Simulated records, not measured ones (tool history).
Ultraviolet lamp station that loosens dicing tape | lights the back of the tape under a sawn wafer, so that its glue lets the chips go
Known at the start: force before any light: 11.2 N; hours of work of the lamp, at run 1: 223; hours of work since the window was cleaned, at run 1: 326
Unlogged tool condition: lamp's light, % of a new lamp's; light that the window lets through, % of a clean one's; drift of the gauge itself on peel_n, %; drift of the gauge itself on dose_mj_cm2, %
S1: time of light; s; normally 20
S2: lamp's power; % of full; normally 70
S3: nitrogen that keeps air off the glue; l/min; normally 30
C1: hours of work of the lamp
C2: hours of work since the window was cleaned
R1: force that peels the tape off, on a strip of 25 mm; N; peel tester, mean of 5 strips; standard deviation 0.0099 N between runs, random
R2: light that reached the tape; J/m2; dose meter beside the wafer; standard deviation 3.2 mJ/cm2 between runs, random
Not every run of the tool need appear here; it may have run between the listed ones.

run	hour	S1	S2	S3	C1	C2	R1	R2
1	0.0	20	70	30	223	326	0.437	5020
2	7.1	20	70	30	228	330	0.420	5020
3	15.8	20	70	30	233	335	0.445	5060
4	22.4	20	70	30	237	339	0.417	5020
5	33.8	20	70	30	244	346	0.445	5070
6	40.3	20	70	30	248	350	0.430	4960
7	51.7	20	70	30	254	357	0.436	4990
8	58.9	20	68	30	259	361	0.472	4880
9	66.9	20	68	30	264	366	0.457	4900
10	77.8	20	68	30	270	372	0.467	4940
11	83.3	20	68	30	274	376	0.471	4850
12	90.5	20	68	30	278	380	0.484	4890
13	101.9	20	70	28	285	387	0.469	5080
14	110.4	20	70	28	290	392	0.487	5040
15	121.5	20	70	28	297	399	0.474	5080
16	128.1	11	70	30	301	403	1.678	2800
17	139.0	11	70	30	307	409	1.746	2750
18	149.8	11	70	30	314	416	1.736	2760
19	158.7	11	70	30	319	421	1.690	2760
20	167.7	21	78	23	324	427	0.362	5850
21	175.5	11	92	44	329	431	0.707	3620
22	186.4	11	92	21	336	438	1.342	3700
23	194.1	11	66	20	340	443	2.458	2640
24	203.9	38	90	13	346	449	0.105	12280
25	209.4	11	70	11	350	452	3.241	2760
26	220.9	33	70	28	356	459	0.121	8250
27	227.9	33	70	28	361	463	0.127	8340
28	234.4	10	73	28	365	467	2.020	2600
29	240.0	13	100	13	368	470	1.248	4700
30	248.2	31	100	15	373	475	0.118	11160
31	253.7	31	100	15	376	479	0.116	11150
32	265.1	20	90	30	383	485	0.211	6460
33	272.5	21	64	12	388	490	1.200	4830
34	277.8	21	64	12	391	493	1.256	4820
# hour 279.3: window cleaned of glue's vapour
35	289.0	16	92	24	397	6	0.478	5260
36	300.0	20	71	37	404	12	0.332	5090
37	308.7	36	67	22	409	18	0.143	8650

Describe how what the log doesn't record of the tool's condition differs between the last listed run preceding each entry between runs and the first listed run following it.
Between runs 34 and 35: window cleaned of glue's vapour (hour 279.3)
  light that the window lets through, % of a clean one's: 99.9 -> 100
